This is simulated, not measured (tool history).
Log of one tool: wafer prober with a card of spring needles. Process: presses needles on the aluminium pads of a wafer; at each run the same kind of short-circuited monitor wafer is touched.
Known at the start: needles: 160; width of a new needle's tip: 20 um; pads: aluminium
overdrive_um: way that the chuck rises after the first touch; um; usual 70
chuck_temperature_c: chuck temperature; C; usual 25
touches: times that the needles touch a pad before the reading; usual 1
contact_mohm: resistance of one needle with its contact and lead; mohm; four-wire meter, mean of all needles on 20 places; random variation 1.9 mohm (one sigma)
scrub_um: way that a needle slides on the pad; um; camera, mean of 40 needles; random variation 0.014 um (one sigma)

run 1 day=0.000 | overdrive_um=70 chuck_temperature_c=25 touches=1 | contact_mohm=209 scrub_um=10.96
run 2 day=0.279 | overdrive_um=70 chuck_temperature_c=29 touches=1 | contact_mohm=223 scrub_um=10.94
run 3 day=0.633 | overdrive_um=70 chuck_temperature_c=29 touches=1 | contact_mohm=229 scrub_um=10.95
run 4 day=1.025 | overdrive_um=70 chuck_temperature_c=25 touches=1 | contact_mohm=238 scrub_um=10.94
-- day=1.429 height of the first contact set anew
run 5 day=1.512 | overdrive_um=90 chuck_temperature_c=25 touches=1 | contact_mohm=228 scrub_um=14.06
-- day=1.571 tips cleaned on abrasive film
run 6 day=1.896 | overdrive_um=70 chuck_temperature_c=26 touches=1 | contact_mohm=225 scrub_um=10.89
run 7 day=2.488 | overdrive_um=70 chuck_temperature_c=26 touches=1 | contact_mohm=242 scrub_um=10.93
run 8 day=2.904 | overdrive_um=70 chuck_temperature_c=26 touches=2 | contact_mohm=232 scrub_um=10.89
-- day=3.083 tips cleaned on abrasive film
run 9 day=3.262 | overdrive_um=70 chuck_temperature_c=26 touches=2 | contact_mohm=211 scrub_um=10.90
run 10 day=3.808 | overdrive_um=70 chuck_temperature_c=26 touches=2 | contact_mohm=223 scrub_um=10.88

Run 11 comes next. What will it give?
run 11 day=4.062 | overdrive_um=70 chuck_temperature_c=25 touches=2 | contact_mohm=? scrub_um=?

contact_mohm: 227 mohm
scrub_um: 10.88 um
Without the tool's hidden state the same run would have given contact_mohm 206 mohm, scrub_um 11.04 um.
